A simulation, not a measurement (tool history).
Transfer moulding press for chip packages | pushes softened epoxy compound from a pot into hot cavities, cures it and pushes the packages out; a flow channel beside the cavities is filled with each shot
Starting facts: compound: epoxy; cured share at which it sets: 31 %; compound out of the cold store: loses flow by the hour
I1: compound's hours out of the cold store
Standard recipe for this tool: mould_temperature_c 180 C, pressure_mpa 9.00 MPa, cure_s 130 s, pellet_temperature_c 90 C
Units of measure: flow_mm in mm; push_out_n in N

Run 1, hour 0.0: usual settings; I1 12.9. Result: flow_mm 702 mm, push_out_n 512 N.
Run 2, hour 14.1: usual settings; I1 37.6. Result: flow_mm 649 mm, push_out_n 523 N.
Run 3, hour 28.0: usual settings; I1 17.5. Result: flow_mm 688 mm, push_out_n 541 N.
Run 4, hour 35.3: usual settings; I1 40.9. Result: flow_mm 647 mm, push_out_n 524 N.
Run 5, hour 45.5: usual settings; I1 29.2. Result: flow_mm 669 mm, push_out_n 547 N.
Run 6, hour 59.3: usual settings; I1 17.3. Result: flow_mm 684 mm, push_out_n 410 N.
Run 7, hour 67.0: usual settings; I1 45.4. Result: flow_mm 636 mm, push_out_n 414 N.
Run 8, hour 79.2: usual settings; I1 8.9. Result: flow_mm 698 mm, push_out_n 435 N.
Run 9, hour 93.5: usual settings; I1 8.3. Result: flow_mm 701 mm, push_out_n 436 N.
Run 10, hour 100.4: usual settings; I1 17.5. Result: flow_mm 680 mm, push_out_n 459 N.
Run 11, hour 107.5: usual settings but cure_s 156 s; I1 23.6. Result: flow_mm 669 mm, push_out_n 466 N.
Run 12, hour 119.8: usual settings but pellet_temperature_c 94 C; I1 12.7. Result: flow_mm 688 mm, push_out_n 497 N.
Run 13, hour 135.6: usual settings but pellet_temperature_c 94 C; I1 19.2. Result: flow_mm 676 mm, push_out_n 498 N.
Run 14, hour 151.0: usual settings but mould_temperature_c 182 C, pressure_mpa 7.11 MPa, cure_s 155 s, pellet_temperature_c 95 C; I1 44.2. Result: flow_mm 557 mm, push_out_n 502 N.
Run 15, hour 159.7: usual settings but mould_temperature_c 182 C, pressure_mpa 8.05 MPa, cure_s 155 s, pellet_temperature_c 85 C; I1 21.7. Result: flow_mm 628 mm, push_out_n 501 N.
Run 16, hour 172.3: usual settings but mould_temperature_c 182 C, pressure_mpa 8.05 MPa, cure_s 155 s, pellet_temperature_c 85 C; I1 9.0. Result: flow_mm 650 mm, push_out_n 507 N.
Run 17, hour 183.5: usual settings but mould_temperature_c 184 C, pressure_mpa 8.05 MPa, cure_s 155 s, pellet_temperature_c 81 C; I1 21.0. Result: flow_mm 622 mm, push_out_n 374 N.
Run 18, hour 191.9: usual settings but mould_temperature_c 184 C, pressure_mpa 10.02 MPa, cure_s 156 s, pellet_temperature_c 81 C; I1 14.1. Result: flow_mm 705 mm, push_out_n 392 N.
Run 19, hour 205.8: usual settings but mould_temperature_c 184 C, pressure_mpa 10.02 MPa, cure_s 156 s, pellet_temperature_c 81 C; I1 14.0. Result: flow_mm 707 mm, push_out_n 418 N.
Run 20, hour 219.9: usual settings but mould_temperature_c 184 C, pressure_mpa 10.02 MPa, cure_s 156 s, pellet_temperature_c 81 C; I1 25.9. Result: flow_mm 722 mm, push_out_n 442 N.
Run 21, hour 234.4: usual settings but mould_temperature_c 184 C, pressure_mpa 10.48 MPa, cure_s 156 s, pellet_temperature_c 83 C; I1 22.4. Result: flow_mm 742 mm, push_out_n 438 N.
Run 22, hour 247.8: usual settings but mould_temperature_c 184 C, pressure_mpa 10.48 MPa, cure_s 156 s, pellet_temperature_c 83 C; I1 38.2. Result: flow_mm 716 mm, push_out_n 463 N.
Run 23, hour 261.5: usual settings but mould_temperature_c 178 C, pressure_mpa 8.64 MPa; I1 13.6. Result: flow_mm 715 mm, push_out_n 537 N.

Removed from this log: 5 entries logged between the listed runs. Between which two listed runs does each belong, and how does the tool's hidden state at the listed run before it compare with that at the listed run after it?
After run 5, before run 6: cavities cleaned with cleaning compound and waxed (hour 52.3)
  true mould temperature over the reading, C: 0.44 -> 0.45; pressure that reaches the compound, % of what is set: 92.22 -> 91.95; grip of the stained cavities, % over clean ones': 46.1 -> 4.4
  measured result minus the result with no hidden state, flow_mm: -30 -> -31 mm; push_out_n: +169 -> +14 N
After run 12, before run 13: mould's thermocouples calibrated (hour 123.1)
  true mould temperature over the reading, C: 0.5 -> 0.6; pressure that reaches the compound, % of what is set: 90.66 -> 90.36; grip of the stained cavities, % over clean ones': 31.1 -> 35.4
  measured result minus the result with no hidden state, flow_mm: -37 -> -37 mm; push_out_n: +114 -> +126 N
After run 13, before run 14: mould's thermocouples calibrated, once more (hour 146.2)
  true mould temperature over the reading, C: 0.6 -> -0.13; pressure that reaches the compound, % of what is set: 90.36 -> 90.09; grip of the stained cavities, % over clean ones': 35.4 -> 39.6
  measured result minus the result with no hidden state, flow_mm: -37 -> -29 mm; push_out_n: +126 -> +141 N
After run 16, before run 17: cavities cleaned with cleaning compound and waxed (hour 178.6)
  true mould temperature over the reading, C: -0.11 -> -0.1; pressure that reaches the compound, % of what is set: 89.61 -> 89.41; grip of the stained cavities, % over clean ones': 44.8 -> 5.7
  measured result minus the result with no hidden state, flow_mm: -36 -> -35 mm; push_out_n: +158 -> +20 N
After run 19, before run 20: plunger's sealing rings changed (hour 219.9)
  true mould temperature over the reading, C: -0.08 -> -0.07; pressure that reaches the compound, % of what is set: 88.93 -> 99.65; grip of the stained cavities, % over clean ones': 16.7 -> 21.6
  measured result minus the result with no hidden state, flow_mm: -42 -> -1 mm; push_out_n: +59 -> +78 N
